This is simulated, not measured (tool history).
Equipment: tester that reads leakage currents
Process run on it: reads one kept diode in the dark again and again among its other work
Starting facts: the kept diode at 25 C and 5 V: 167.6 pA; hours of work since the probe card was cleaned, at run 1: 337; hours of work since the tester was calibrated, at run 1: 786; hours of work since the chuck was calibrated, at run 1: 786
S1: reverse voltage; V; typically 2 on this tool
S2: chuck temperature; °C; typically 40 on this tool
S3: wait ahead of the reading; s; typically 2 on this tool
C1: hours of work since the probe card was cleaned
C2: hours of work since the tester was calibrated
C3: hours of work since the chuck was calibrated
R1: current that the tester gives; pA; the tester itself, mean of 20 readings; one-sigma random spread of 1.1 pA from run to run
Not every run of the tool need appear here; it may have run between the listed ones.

run 1 hour=0 | S1=2 S2=40 S3=2 | C1=337 C2=786 C3=786 | R1=349.18
run 2 hour=186.6 | S1=2 S2=40 S3=2 | C1=477 C2=927 C3=927 | R1=345.97
run 3 hour=316.4 | S1=2 S2=40 S3=2 | C1=574 C2=1024 C3=1024 | R1=342.76
run 4 hour=427.2 | S1=2 S2=24 S3=2 | C1=658 C2=1108 C3=1108 | R1=99.52
run 5 hour=518.1 | S1=2 S2=24 S3=2 | C1=726 C2=1176 C3=1176 | R1=98.99
run 6 hour=629.9 | S1=2 S2=24 S3=2 | C1=810 C2=1260 C3=1260 | R1=98.61
run 7 hour=758.8 | S1=2 S2=24 S3=2 | C1=907 C2=1357 C3=1357 | R1=98.54
run 8 hour=843.2 | S1=2 S2=24 S3=2 | C1=971 C2=1421 C3=1421 | R1=98.16
run 9 hour=991 | S1=2 S2=24 S3=2 | C1=1082 C2=1532 C3=1532 | R1=97.9
run 10 hour=1179.7 | S1=2 S2=40 S3=2 | C1=1224 C2=1674 C3=1674 | R1=330.03
-- hour=1200.5 probe card cleaned and baked
run 11 hour=1355.6 | S1=1.3 S2=40 S3=2 | C1=117 C2=1804 C3=1804 | R1=274.67
run 12 hour=1525.5 | S1=1.3 S2=40 S3=2 | C1=244 C2=1932 C3=1932 | R1=272.95
run 13 hour=1728.9 | S1=18.07 S2=40 S3=2 | C1=397 C2=2085 C3=2085 | R1=833.61
run 14 hour=1846 | S1=2 S2=40 S3=2 | C1=485 C2=2173 C3=2173 | R1=321.27
-- hour=1870.6 tester calibrated
-- hour=1910 chuck's temperature calibrated
run 15 hour=2023.6 | S1=2 S2=40 S3=2 | C1=616 C2=114 C3=85 | R1=363.96
run 16 hour=2218.5 | S1=2 S2=40 S3=2 | C1=763 C2=260 C3=232 | R1=362.47
run 17 hour=2317.2 | S1=2 S2=49 S3=2 | C1=837 C2=334 C3=306 | R1=679.24
-- hour=2428.5 probe card cleaned and baked, once more
run 18 hour=2451.4 | S1=2 S2=49 S3=2 | C1=17 C2=433 C3=405 | R1=668.91
run 19 hour=2657.6 | S1=9.38 S2=50 S3=2 | C1=172 C2=588 C3=560 | R1=1345.87
run 20 hour=2842.3 | S1=15.65 S2=50 S3=1.58 | C1=311 C2=727 C3=699 | R1=1651.14
run 21 hour=3044.1 | S1=15.65 S2=20 S3=1.15 | C1=463 C2=879 C3=851 | R1=174.76
run 22 hour=3160 | S1=6.94 S2=39 S3=4.7 | C1=550 C2=966 C3=938 | R1=531.34
run 23 hour=3259.1 | S1=2.77 S2=49 S3=0.46 | C1=625 C2=1041 C3=1013 | R1=739.01

Expected results for the next run?
run 24 hour=3406.6 | S1=2 S2=40 S3=7.91 | C1=736 C2=1152 C3=1123 | R1=?

For run 24 the tool returned R1 338.86 pA.
Take away the tool's hidden state, keep the run-to-run variation as it was, and the same run would have given R1 366.13 pA.
